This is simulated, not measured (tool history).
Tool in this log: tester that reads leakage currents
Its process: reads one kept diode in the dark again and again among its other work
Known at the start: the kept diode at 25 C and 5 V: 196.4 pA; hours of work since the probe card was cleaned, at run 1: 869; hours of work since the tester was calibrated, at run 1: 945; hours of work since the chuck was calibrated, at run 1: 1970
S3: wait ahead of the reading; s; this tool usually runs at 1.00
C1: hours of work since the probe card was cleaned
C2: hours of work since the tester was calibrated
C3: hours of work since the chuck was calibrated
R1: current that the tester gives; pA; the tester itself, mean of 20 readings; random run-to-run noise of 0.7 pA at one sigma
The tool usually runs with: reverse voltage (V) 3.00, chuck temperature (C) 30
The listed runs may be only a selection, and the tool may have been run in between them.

{"run": 1, "hour": 0.0, "reverse voltage (V)": 3.0, "chuck temperature (C)": 30, "S3": 1.0, "C1": 869, "C2": 945, "C3": 1970, "R1": 265.83}
{"run": 2, "hour": 38.2, "reverse voltage (V)": 3.0, "chuck temperature (C)": 30, "S3": 1.0, "C1": 887, "C2": 963, "C3": 1988, "R1": 265.38}
{"run": 3, "hour": 80.4, "reverse voltage (V)": 13.15, "chuck temperature (C)": 30, "S3": 1.0, "C1": 907, "C2": 983, "C3": 2008, "R1": 509.85}
{"run": 4, "hour": 130.4, "reverse voltage (V)": 3.0, "chuck temperature (C)": 28, "S3": 1.0, "C1": 930, "C2": 1007, "C3": 2031, "R1": 229.56}
{"run": 5, "hour": 157.9, "reverse voltage (V)": 3.0, "chuck temperature (C)": 30, "S3": 1.0, "C1": 943, "C2": 1019, "C3": 2044, "R1": 267.69}
{"hour": 170.9, "done": "chuck's temperature calibrated"}
{"run": 6, "hour": 209.8, "reverse voltage (V)": 4.87, "chuck temperature (C)": 30, "S3": 1.0, "C1": 967, "C2": 1043, "C3": 18, "R1": 288.18}
{"run": 7, "hour": 264.1, "reverse voltage (V)": 14.41, "chuck temperature (C)": 30, "S3": 1.0, "C1": 992, "C2": 1068, "C3": 44, "R1": 463.79}
{"run": 8, "hour": 295.5, "reverse voltage (V)": 14.41, "chuck temperature (C)": 47, "S3": 1.0, "C1": 1007, "C2": 1083, "C3": 59, "R1": 1568.83}
{"run": 9, "hour": 338.0, "reverse voltage (V)": 14.41, "chuck temperature (C)": 47, "S3": 1.0, "C1": 1027, "C2": 1103, "C3": 79, "R1": 1564.91}
{"run": 10, "hour": 394.4, "reverse voltage (V)": 3.0, "chuck temperature (C)": 30, "S3": 5.93, "C1": 1054, "C2": 1130, "C3": 105, "R1": 233.62}
{"run": 11, "hour": 443.8, "reverse voltage (V)": 3.0, "chuck temperature (C)": 30, "S3": 5.93, "C1": 1077, "C2": 1153, "C3": 128, "R1": 234.0}
{"run": 12, "hour": 484.9, "reverse voltage (V)": 3.0, "chuck temperature (C)": 30, "S3": 1.93, "C1": 1096, "C2": 1172, "C3": 148, "R1": 233.35}
{"run": 13, "hour": 516.4, "reverse voltage (V)": 3.0, "chuck temperature (C)": 30, "S3": 1.0, "C1": 1111, "C2": 1187, "C3": 162, "R1": 235.23}
{"run": 14, "hour": 549.6, "reverse voltage (V)": 3.0, "chuck temperature (C)": 30, "S3": 1.0, "C1": 1126, "C2": 1203, "C3": 178, "R1": 234.25}
{"run": 15, "hour": 599.8, "reverse voltage (V)": 3.0, "chuck temperature (C)": 30, "S3": 1.0, "C1": 1150, "C2": 1226, "C3": 202, "R1": 234.75}
{"run": 16, "hour": 630.6, "reverse voltage (V)": 3.0, "chuck temperature (C)": 30, "S3": 1.0, "C1": 1165, "C2": 1241, "C3": 216, "R1": 235.48}
{"run": 17, "hour": 684.4, "reverse voltage (V)": 3.0, "chuck temperature (C)": 30, "S3": 1.0, "C1": 1190, "C2": 1266, "C3": 242, "R1": 235.62}
{"run": 18, "hour": 708.8, "reverse voltage (V)": 3.0, "chuck temperature (C)": 30, "S3": 1.0, "C1": 1201, "C2": 1278, "C3": 253, "R1": 235.63}
{"run": 19, "hour": 759.1, "reverse voltage (V)": 3.0, "chuck temperature (C)": 30, "S3": 1.0, "C1": 1225, "C2": 1301, "C3": 277, "R1": 237.04}
{"run": 20, "hour": 795.8, "reverse voltage (V)": 3.0, "chuck temperature (C)": 30, "S3": 1.0, "C1": 1242, "C2": 1319, "C3": 294, "R1": 235.53}
{"run": 21, "hour": 846.6, "reverse voltage (V)": 3.0, "chuck temperature (C)": 27, "S3": 0.73, "C1": 1266, "C2": 1342, "C3": 318, "R1": 188.77}
{"run": 22, "hour": 870.8, "reverse voltage (V)": 3.0, "chuck temperature (C)": 27, "S3": 0.73, "C1": 1278, "C2": 1354, "C3": 329, "R1": 188.9}
{"run": 23, "hour": 907.0, "reverse voltage (V)": 8.07, "chuck temperature (C)": 35, "S3": 2.65, "C1": 1295, "C2": 1371, "C3": 346, "R1": 528.3}
{"run": 24, "hour": 948.1, "reverse voltage (V)": 8.07, "chuck temperature (C)": 35, "S3": 2.65, "C1": 1314, "C2": 1390, "C3": 366, "R1": 527.86}
{"run": 25, "hour": 982.1, "reverse voltage (V)": 3.03, "chuck temperature (C)": 45, "S3": 4.31, "C1": 1330, "C2": 1406, "C3": 382, "R1": 703.05}
{"run": 26, "hour": 1035.5, "reverse voltage (V)": 6.17, "chuck temperature (C)": 26, "S3": 5.36, "C1": 1355, "C2": 1431, "C3": 407, "R1": 241.82}
{"run": 27, "hour": 1068.8, "reverse voltage (V)": 2.13, "chuck temperature (C)": 30, "S3": 0.33, "C1": 1371, "C2": 1447, "C3": 422, "R1": 206.03}
{"run": 28, "hour": 1112.8, "reverse voltage (V)": 1.41, "chuck temperature (C)": 35, "S3": 0.7, "C1": 1391, "C2": 1468, "C3": 443, "R1": 249.01}
{"run": 29, "hour": 1168.4, "reverse voltage (V)": 1.41, "chuck temperature (C)": 35, "S3": 0.7, "C1": 1418, "C2": 1494, "C3": 469, "R1": 250.44}
{"run": 30, "hour": 1224.2, "reverse voltage (V)": 1.26, "chuck temperature (C)": 20, "S3": 4.94, "C1": 1444, "C2": 1520, "C3": 495, "R1": 75.24}
{"run": 31, "hour": 1267.3, "reverse voltage (V)": 12.5, "chuck temperature (C)": 32, "S3": 5.44, "C1": 1464, "C2": 1540, "C3": 516, "R1": 521.69}
{"run": 32, "hour": 1294.3, "reverse voltage (V)": 12.5, "chuck temperature (C)": 32, "S3": 5.44, "C1": 1477, "C2": 1553, "C3": 528, "R1": 522.49}
{"run": 33, "hour": 1340.1, "reverse voltage (V)": 12.5, "chuck temperature (C)": 32, "S3": 5.44, "C1": 1498, "C2": 1574, "C3": 550, "R1": 522.33}
{"run": 34, "hour": 1394.9, "reverse voltage (V)": 8.41, "chuck temperature (C)": 57, "S3": 2.89, "C1": 1524, "C2": 1600, "C3": 576, "R1": 2459.53}
{"run": 35, "hour": 1423.1, "reverse voltage (V)": 8.41, "chuck temperature (C)": 57, "S3": 2.89, "C1": 1537, "C2": 1614, "C3": 589, "R1": 2480.99}
{"run": 36, "hour": 1464.5, "reverse voltage (V)": 8.41, "chuck temperature (C)": 57, "S3": 2.89, "C1": 1557, "C2": 1633, "C3": 608, "R1": 2468.16}
{"run": 37, "hour": 1514.4, "reverse voltage (V)": 3.0, "chuck temperature (C)": 30, "S3": 0.89, "C1": 1580, "C2": 1656, "C3": 632, "R1": 240.41}
{"run": 38, "hour": 1552.4, "reverse voltage (V)": 12.37, "chuck temperature (C)": 29, "S3": 9.12, "C1": 1598, "C2": 1674, "C3": 650, "R1": 419.44}
{"run": 39, "hour": 1604.7, "reverse voltage (V)": 2.83, "chuck temperature (C)": 52, "S3": 2.24, "C1": 1623, "C2": 1699, "C3": 674, "R1": 1118.55}

Here are 4 independent what-if runs from the current tool condition. What would each one return?
{"run": "A", "hour": 1635.3, "reverse voltage (V)": 3.69, "chuck temperature (C)": 42, "S3": 0.52, "C1": 1637, "C2": 1713, "C3": 689, "R1": "?"}
{"run": "B", "hour": 1635.3, "reverse voltage (V)": 1.51, "chuck temperature (C)": 36, "S3": 8.34, "C1": 1637, "C2": 1713, "C3": 689, "R1": "?"}
{"run": "C", "hour": 1635.3, "reverse voltage (V)": 12.72, "chuck temperature (C)": 52, "S3": 2.24, "C1": 1637, "C2": 1713, "C3": 689, "R1": "?"}
{"run": "D", "hour": 1635.3, "reverse voltage (V)": 1.43, "chuck temperature (C)": 45, "S3": 0.58, "C1": 1637, "C2": 1713, "C3": 689, "R1": "?"}

run=A R1=634.25
run=B R1=279.55
run=C R1=2140.96
run=D R1=520.02
Take away the tool's hidden state, keep each run's random variation, and the runs would have read:
run=A R1=614.57
run=B R1=270.60
run=C R1=2078.50
run=D R1=505.56

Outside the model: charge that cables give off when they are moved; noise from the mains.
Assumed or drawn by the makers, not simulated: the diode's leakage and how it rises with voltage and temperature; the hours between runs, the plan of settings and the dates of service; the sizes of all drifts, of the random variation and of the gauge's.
